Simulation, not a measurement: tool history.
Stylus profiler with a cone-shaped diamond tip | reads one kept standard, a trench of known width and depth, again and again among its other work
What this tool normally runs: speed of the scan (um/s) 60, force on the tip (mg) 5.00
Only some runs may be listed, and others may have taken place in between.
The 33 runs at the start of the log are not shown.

| run | hour | speed of the scan (um/s) | force on the tip (mg) | depth of the trench (angstrom) | width of the trench's floor (nm) |
|---|---|---|---|---|---|
| 34 | 1494.0 | 73 | 1.95 | 1008.7 | 98040 |
| 35 | 1529.6 | 48 | 4.72 | 1013.9 | 98140 |
| 36 | 1583.9 | 27 | 5.00 | 1013.9 | 98110 |
| 37 | 1616.5 | 240 | 5.00 | 1013.6 | 97790 |
| 38 | 1659.9 | 240 | 5.00 | 1014.0 | 97790 |
| 39 | 1686.8 | 240 | 5.00 | 1014.4 | 97780 |
| 40 | 1740.6 | 164 | 2.81 | 1009.7 | 97820 |
| 41 | 1783.6 | 164 | 2.81 | 1010.7 | 97830 |
| 42 | 1835.3 | 164 | 2.45 | 1009.8 | 97800 |
| 43 | 1865.2 | 60 | 7.41 | 1018.5 | 98030 |
| 44 | 1923.8 | 60 | 7.41 | 1018.8 | 98060 |
| 45 | 1955.2 | 27 | 5.00 | 1016.0 | 98120 |
| 46 | 2004.3 | 20 | 5.52 | 1016.3 | 98070 |

Below are 3 alternative next runs, each starting from the tool's condition after run 46. Predict each:
| A | 2047.1 | 99 | 1.86 | ? | ? |
| B | 2047.1 | 228 | 7.85 | ? | ? |
| C | 2047.1 | 19 | 5.40 | ? | ? |

| run | depth of the trench (angstrom) | width of the trench's floor (nm) |
|---|---|---|
| A | 1009.9 | 97930 |
| B | 1020.2 | 97870 |
| C | 1015.9 | 98070 |
Stripped of hidden state, with their random variation kept, the same runs would have yielded:
| run | depth of the trench (angstrom) | width of the trench's floor (nm) |
|---|---|---|
| A | 1006.7 | 98410 |
| B | 1016.9 | 98350 |
| C | 1012.6 | 98550 |

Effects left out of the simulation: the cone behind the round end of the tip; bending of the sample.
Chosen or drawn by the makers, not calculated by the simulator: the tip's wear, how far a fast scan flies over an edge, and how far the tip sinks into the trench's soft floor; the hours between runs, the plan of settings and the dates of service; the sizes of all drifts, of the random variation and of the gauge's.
